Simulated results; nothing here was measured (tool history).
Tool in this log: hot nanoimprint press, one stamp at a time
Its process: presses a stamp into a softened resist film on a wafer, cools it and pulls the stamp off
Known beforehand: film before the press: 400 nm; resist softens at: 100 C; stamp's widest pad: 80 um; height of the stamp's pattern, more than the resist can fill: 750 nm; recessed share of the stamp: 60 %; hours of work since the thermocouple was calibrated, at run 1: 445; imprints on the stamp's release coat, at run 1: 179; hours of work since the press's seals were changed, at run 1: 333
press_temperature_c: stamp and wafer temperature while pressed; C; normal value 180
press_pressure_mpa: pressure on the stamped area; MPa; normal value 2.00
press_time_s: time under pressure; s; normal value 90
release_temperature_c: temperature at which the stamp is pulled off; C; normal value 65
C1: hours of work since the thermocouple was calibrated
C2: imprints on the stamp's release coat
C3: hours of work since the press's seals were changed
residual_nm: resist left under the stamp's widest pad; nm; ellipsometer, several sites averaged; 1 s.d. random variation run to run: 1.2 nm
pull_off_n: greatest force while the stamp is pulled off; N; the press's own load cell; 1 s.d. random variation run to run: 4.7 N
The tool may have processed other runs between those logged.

{"run": 1, "hour": 0.0, "press_temperature_c": 180, "press_pressure_mpa": 2.0, "press_time_s": 90, "release_temperature_c": 65, "C1": 445, "C2": 179, "C3": 333, "residual_nm": 220.3, "pull_off_n": 254}
{"run": 2, "hour": 16.2, "press_temperature_c": 180, "press_pressure_mpa": 2.0, "press_time_s": 90, "release_temperature_c": 65, "C1": 455, "C2": 219, "C3": 343, "residual_nm": 217.2, "pull_off_n": 251}
{"run": 3, "hour": 27.8, "press_temperature_c": 180, "press_pressure_mpa": 2.0, "press_time_s": 90, "release_temperature_c": 65, "C1": 462, "C2": 248, "C3": 350, "residual_nm": 220.3, "pull_off_n": 262}
{"run": 4, "hour": 36.8, "press_temperature_c": 180, "press_pressure_mpa": 2.0, "press_time_s": 90, "release_temperature_c": 65, "C1": 468, "C2": 271, "C3": 356, "residual_nm": 217.4, "pull_off_n": 257}
{"run": 5, "hour": 52.5, "press_temperature_c": 180, "press_pressure_mpa": 2.0, "press_time_s": 90, "release_temperature_c": 65, "C1": 478, "C2": 310, "C3": 366, "residual_nm": 219.7, "pull_off_n": 258}
{"run": 6, "hour": 63.0, "press_temperature_c": 180, "press_pressure_mpa": 2.0, "press_time_s": 90, "release_temperature_c": 65, "C1": 484, "C2": 337, "C3": 372, "residual_nm": 219.7, "pull_off_n": 255}
{"run": 7, "hour": 79.7, "press_temperature_c": 178, "press_pressure_mpa": 2.0, "press_time_s": 90, "release_temperature_c": 65, "C1": 494, "C2": 378, "C3": 383, "residual_nm": 239.7, "pull_off_n": 259}
{"run": 8, "hour": 86.9, "press_temperature_c": 178, "press_pressure_mpa": 2.0, "press_time_s": 90, "release_temperature_c": 65, "C1": 499, "C2": 396, "C3": 387, "residual_nm": 239.5, "pull_off_n": 276}
{"run": 9, "hour": 94.3, "press_temperature_c": 178, "press_pressure_mpa": 2.0, "press_time_s": 90, "release_temperature_c": 65, "C1": 504, "C2": 415, "C3": 392, "residual_nm": 238.1, "pull_off_n": 271}
{"run": 10, "hour": 104.5, "press_temperature_c": 180, "press_pressure_mpa": 2.0, "press_time_s": 90, "release_temperature_c": 65, "C1": 510, "C2": 440, "C3": 398, "residual_nm": 221.9, "pull_off_n": 262}
{"hour": 109.7, "done": "plate thermocouple calibrated"}
{"run": 11, "hour": 116.2, "press_temperature_c": 180, "press_pressure_mpa": 2.0, "press_time_s": 90, "release_temperature_c": 65, "C1": 4, "C2": 462, "C3": 403, "residual_nm": 230.6, "pull_off_n": 271}
{"run": 12, "hour": 132.0, "press_temperature_c": 180, "press_pressure_mpa": 2.0, "press_time_s": 90, "release_temperature_c": 65, "C1": 14, "C2": 502, "C3": 413, "residual_nm": 227.1, "pull_off_n": 284}
{"hour": 136.1, "done": "plate thermocouple calibrated, once more"}
{"run": 13, "hour": 151.4, "press_temperature_c": 180, "press_pressure_mpa": 2.0, "press_time_s": 90, "release_temperature_c": 65, "C1": 10, "C2": 543, "C3": 423, "residual_nm": 204.7, "pull_off_n": 269}
{"run": 14, "hour": 160.0, "press_temperature_c": 180, "press_pressure_mpa": 2.0, "press_time_s": 90, "release_temperature_c": 60, "C1": 15, "C2": 564, "C3": 429, "residual_nm": 206.7, "pull_off_n": 314}
{"run": 15, "hour": 173.6, "press_temperature_c": 180, "press_pressure_mpa": 2.0, "press_time_s": 47, "release_temperature_c": 65, "C1": 23, "C2": 598, "C3": 437, "residual_nm": 254.1, "pull_off_n": 266}
{"run": 16, "hour": 189.7, "press_temperature_c": 180, "press_pressure_mpa": 2.0, "press_time_s": 47, "release_temperature_c": 65, "C1": 33, "C2": 638, "C3": 447, "residual_nm": 255.2, "pull_off_n": 272}
{"run": 17, "hour": 200.1, "press_temperature_c": 180, "press_pressure_mpa": 2.0, "press_time_s": 47, "release_temperature_c": 65, "C1": 40, "C2": 665, "C3": 454, "residual_nm": 253.8, "pull_off_n": 269}
{"run": 18, "hour": 207.3, "press_temperature_c": 176, "press_pressure_mpa": 1.44, "press_time_s": 76, "release_temperature_c": 65, "C1": 44, "C2": 683, "C3": 458, "residual_nm": 283.3, "pull_off_n": 275}
{"run": 19, "hour": 221.0, "press_temperature_c": 180, "press_pressure_mpa": 1.22, "press_time_s": 81, "release_temperature_c": 65, "C1": 53, "C2": 717, "C3": 467, "residual_nm": 254.4, "pull_off_n": 278}
{"run": 20, "hour": 228.3, "press_temperature_c": 188, "press_pressure_mpa": 1.66, "press_time_s": 64, "release_temperature_c": 50, "C1": 57, "C2": 735, "C3": 471, "residual_nm": 179.8, "pull_off_n": 395}
{"run": 21, "hour": 237.4, "press_temperature_c": 168, "press_pressure_mpa": 2.12, "press_time_s": 51, "release_temperature_c": 56, "C1": 63, "C2": 758, "C3": 477, "residual_nm": 342.6, "pull_off_n": 353}
{"run": 22, "hour": 248.8, "press_temperature_c": 168, "press_pressure_mpa": 1.46, "press_time_s": 51, "release_temperature_c": 69, "C1": 70, "C2": 786, "C3": 484, "residual_nm": 362.4, "pull_off_n": 248}
{"run": 23, "hour": 257.2, "press_temperature_c": 192, "press_pressure_mpa": 1.43, "press_time_s": 94, "release_temperature_c": 70, "C1": 75, "C2": 808, "C3": 489, "residual_nm": 141.1, "pull_off_n": 247}
{"run": 24, "hour": 271.2, "press_temperature_c": 182, "press_pressure_mpa": 2.0, "press_time_s": 90, "release_temperature_c": 65, "C1": 84, "C2": 842, "C3": 498, "residual_nm": 190.0, "pull_off_n": 293}
{"run": 25, "hour": 287.5, "press_temperature_c": 172, "press_pressure_mpa": 2.0, "press_time_s": 58, "release_temperature_c": 65, "C1": 94, "C2": 883, "C3": 508, "residual_nm": 310.4, "pull_off_n": 289}
{"run": 26, "hour": 296.5, "press_temperature_c": 172, "press_pressure_mpa": 2.0, "press_time_s": 58, "release_temperature_c": 62, "C1": 100, "C2": 906, "C3": 513, "residual_nm": 310.3, "pull_off_n": 305}
{"run": 27, "hour": 309.6, "press_temperature_c": 174, "press_pressure_mpa": 1.7, "press_time_s": 58, "release_temperature_c": 52, "C1": 108, "C2": 939, "C3": 521, "residual_nm": 308.0, "pull_off_n": 399}
{"run": 28, "hour": 321.4, "press_temperature_c": 174, "press_pressure_mpa": 1.7, "press_time_s": 58, "release_temperature_c": 52, "C1": 115, "C2": 968, "C3": 529, "residual_nm": 307.7, "pull_off_n": 409}
{"run": 29, "hour": 328.8, "press_temperature_c": 180, "press_pressure_mpa": 1.85, "press_time_s": 58, "release_temperature_c": 68, "C1": 120, "C2": 987, "C3": 533, "residual_nm": 249.6, "pull_off_n": 269}
{"run": 30, "hour": 336.5, "press_temperature_c": 169, "press_pressure_mpa": 1.26, "press_time_s": 61, "release_temperature_c": 70, "C1": 124, "C2": 1006, "C3": 538, "residual_nm": 357.9, "pull_off_n": 268}

Had the tool no unlogged condition, and each run kept its random variation, what would the results have been?
The hidden state here: true temperature over the reading, C; pressure that arrives at the usual setting, %; grip of the stamp's worn release coat, % over a new coat's; drift of the gauge itself on residual_nm, %; drift of the gauge itself on pull_off_n, %.
run=1 residual_nm=205.6 pull_off_n=232
run=2 residual_nm=202.3 pull_off_n=227
run=3 residual_nm=205.0 pull_off_n=235
run=4 residual_nm=202.1 pull_off_n=230
run=5 residual_nm=203.9 pull_off_n=228
run=6 residual_nm=203.6 pull_off_n=223
run=7 residual_nm=222.6 pull_off_n=225
run=8 residual_nm=222.1 pull_off_n=238
run=9 residual_nm=220.8 pull_off_n=232
run=10 residual_nm=204.8 pull_off_n=223
run=11 residual_nm=205.4 pull_off_n=224
run=12 residual_nm=202.0 pull_off_n=232
run=13 residual_nm=202.3 pull_off_n=234
run=14 residual_nm=204.1 pull_off_n=270
run=15 residual_nm=251.2 pull_off_n=227
run=16 residual_nm=251.9 pull_off_n=230
run=17 residual_nm=250.2 pull_off_n=226
run=18 residual_nm=280.3 pull_off_n=229
run=19 residual_nm=251.3 pull_off_n=230
run=20 residual_nm=176.5 pull_off_n=326
run=21 residual_nm=339.5 pull_off_n=289
run=22 residual_nm=360.3 pull_off_n=201
run=23 residual_nm=138.1 pull_off_n=199
run=24 residual_nm=185.2 pull_off_n=235
run=25 residual_nm=305.6 pull_off_n=229
run=26 residual_nm=305.3 pull_off_n=240
run=27 residual_nm=303.0 pull_off_n=312
run=28 residual_nm=302.4 pull_off_n=318
run=29 residual_nm=243.2 pull_off_n=207
run=30 residual_nm=354.7 pull_off_n=206
